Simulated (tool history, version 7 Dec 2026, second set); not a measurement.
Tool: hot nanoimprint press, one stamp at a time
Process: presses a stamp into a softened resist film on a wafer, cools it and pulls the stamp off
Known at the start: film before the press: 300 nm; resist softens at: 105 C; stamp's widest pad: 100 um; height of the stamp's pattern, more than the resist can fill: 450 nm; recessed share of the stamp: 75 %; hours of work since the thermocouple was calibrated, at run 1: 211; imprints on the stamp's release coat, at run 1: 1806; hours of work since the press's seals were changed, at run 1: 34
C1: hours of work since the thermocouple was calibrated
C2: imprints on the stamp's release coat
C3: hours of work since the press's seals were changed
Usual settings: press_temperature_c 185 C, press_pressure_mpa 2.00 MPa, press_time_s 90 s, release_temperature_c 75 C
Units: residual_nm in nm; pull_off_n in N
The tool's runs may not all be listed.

{"run": 1, "day": 0.0, "press_temperature_c": 185, "press_pressure_mpa": 2.0, "press_time_s": 90, "release_temperature_c": 75, "C1": 211, "C2": 1806, "C3": 34, "residual_nm": 127.8, "pull_off_n": 102.6}
{"run": 2, "day": 0.833, "press_temperature_c": 185, "press_pressure_mpa": 2.0, "press_time_s": 90, "release_temperature_c": 75, "C1": 226, "C2": 1882, "C3": 49, "residual_nm": 127.7, "pull_off_n": 101.0}
{"run": 3, "day": 1.858, "press_temperature_c": 185, "press_pressure_mpa": 2.0, "press_time_s": 90, "release_temperature_c": 75, "C1": 244, "C2": 1975, "C3": 67, "residual_nm": 127.4, "pull_off_n": 102.0}
{"run": 4, "day": 2.454, "press_temperature_c": 185, "press_pressure_mpa": 2.0, "press_time_s": 90, "release_temperature_c": 75, "C1": 254, "C2": 2029, "C3": 78, "residual_nm": 127.7, "pull_off_n": 101.8}
{"run": 5, "day": 3.504, "press_temperature_c": 195, "press_pressure_mpa": 2.0, "press_time_s": 90, "release_temperature_c": 75, "C1": 273, "C2": 2124, "C3": 96, "residual_nm": 94.8, "pull_off_n": 102.1}
{"run": 6, "day": 4.646, "press_temperature_c": 185, "press_pressure_mpa": 2.0, "press_time_s": 90, "release_temperature_c": 75, "C1": 293, "C2": 2228, "C3": 117, "residual_nm": 127.4, "pull_off_n": 103.0}
{"day": 5.133, "done": "stamp cleaned and given a new release coat"}
{"run": 7, "day": 5.7, "press_temperature_c": 185, "press_pressure_mpa": 2.0, "press_time_s": 90, "release_temperature_c": 75, "C1": 307, "C2": 51, "C3": 131, "residual_nm": 127.7, "pull_off_n": 101.3}
{"run": 8, "day": 6.629, "press_temperature_c": 185, "press_pressure_mpa": 2.0, "press_time_s": 90, "release_temperature_c": 74, "C1": 324, "C2": 136, "C3": 147, "residual_nm": 126.7, "pull_off_n": 102.7}
{"run": 9, "day": 7.15, "press_temperature_c": 186, "press_pressure_mpa": 2.0, "press_time_s": 90, "release_temperature_c": 74, "C1": 333, "C2": 183, "C3": 157, "residual_nm": 122.8, "pull_off_n": 103.9}
{"run": 10, "day": 8.158, "press_temperature_c": 186, "press_pressure_mpa": 2.0, "press_time_s": 90, "release_temperature_c": 74, "C1": 351, "C2": 275, "C3": 175, "residual_nm": 123.1, "pull_off_n": 102.5}
{"run": 11, "day": 8.654, "press_temperature_c": 186, "press_pressure_mpa": 2.0, "press_time_s": 90, "release_temperature_c": 74, "C1": 360, "C2": 320, "C3": 183, "residual_nm": 123.1, "pull_off_n": 104.0}
{"run": 12, "day": 9.454, "press_temperature_c": 185, "press_pressure_mpa": 2.0, "press_time_s": 87, "release_temperature_c": 75, "C1": 374, "C2": 392, "C3": 197, "residual_nm": 128.9, "pull_off_n": 103.4}
{"run": 13, "day": 10.292, "press_temperature_c": 185, "press_pressure_mpa": 2.0, "press_time_s": 87, "release_temperature_c": 75, "C1": 389, "C2": 469, "C3": 212, "residual_nm": 128.2, "pull_off_n": 100.8}
{"run": 14, "day": 11.025, "press_temperature_c": 183, "press_pressure_mpa": 2.0, "press_time_s": 90, "release_temperature_c": 77, "C1": 402, "C2": 535, "C3": 225, "residual_nm": 134.9, "pull_off_n": 100.0}
{"run": 15, "day": 12.062, "press_temperature_c": 183, "press_pressure_mpa": 2.0, "press_time_s": 90, "release_temperature_c": 77, "C1": 420, "C2": 629, "C3": 244, "residual_nm": 133.7, "pull_off_n": 101.4}
{"run": 16, "day": 12.796, "press_temperature_c": 193, "press_pressure_mpa": 2.0, "press_time_s": 120, "release_temperature_c": 75, "C1": 433, "C2": 696, "C3": 257, "residual_nm": 88.3, "pull_off_n": 101.8}
{"run": 17, "day": 13.783, "press_temperature_c": 185, "press_pressure_mpa": 2.0, "press_time_s": 90, "release_temperature_c": 71, "C1": 451, "C2": 786, "C3": 274, "residual_nm": 126.6, "pull_off_n": 105.8}
{"run": 18, "day": 14.879, "press_temperature_c": 185, "press_pressure_mpa": 2.0, "press_time_s": 90, "release_temperature_c": 71, "C1": 470, "C2": 886, "C3": 294, "residual_nm": 126.2, "pull_off_n": 105.5}
{"run": 19, "day": 15.375, "press_temperature_c": 178, "press_pressure_mpa": 2.0, "press_time_s": 165, "release_temperature_c": 66, "C1": 479, "C2": 931, "C3": 303, "residual_nm": 124.3, "pull_off_n": 111.9}
{"run": 20, "day": 16.567, "press_temperature_c": 181, "press_pressure_mpa": 2.0, "press_time_s": 50, "release_temperature_c": 80, "C1": 500, "C2": 1039, "C3": 324, "residual_nm": 175.1, "pull_off_n": 97.0}
{"run": 21, "day": 17.438, "press_temperature_c": 181, "press_pressure_mpa": 2.0, "press_time_s": 50, "release_temperature_c": 80, "C1": 516, "C2": 1118, "C3": 339, "residual_nm": 175.1, "pull_off_n": 97.2}
{"run": 22, "day": 18.038, "press_temperature_c": 180, "press_pressure_mpa": 2.31, "press_time_s": 90, "release_temperature_c": 75, "C1": 526, "C2": 1173, "C3": 350, "residual_nm": 138.1, "pull_off_n": 102.0}
{"run": 23, "day": 19.188, "press_temperature_c": 180, "press_pressure_mpa": 2.96, "press_time_s": 81, "release_temperature_c": 77, "C1": 547, "C2": 1277, "C3": 370, "residual_nm": 130.0, "pull_off_n": 100.2}
{"run": 24, "day": 19.725, "press_temperature_c": 185, "press_pressure_mpa": 1.29, "press_time_s": 152, "release_temperature_c": 73, "C1": 556, "C2": 1326, "C3": 380, "residual_nm": 124.7, "pull_off_n": 104.8}

How the hidden state differs across the entries between the runs, from the last listed run before each to the first after it:
Between runs 6 and 7: stamp cleaned and given a new release coat (day 5.133)
  true temperature over the reading, C: 0.06 -> 0.07; grip of the stamp's worn release coat, % over a new coat's: 0.9 -> 0; drift of the gauge itself on residual_nm, %: -0.34 -> -0.4
  measured less the result without the state, residual_nm: -0.6 -> -0.7 nm
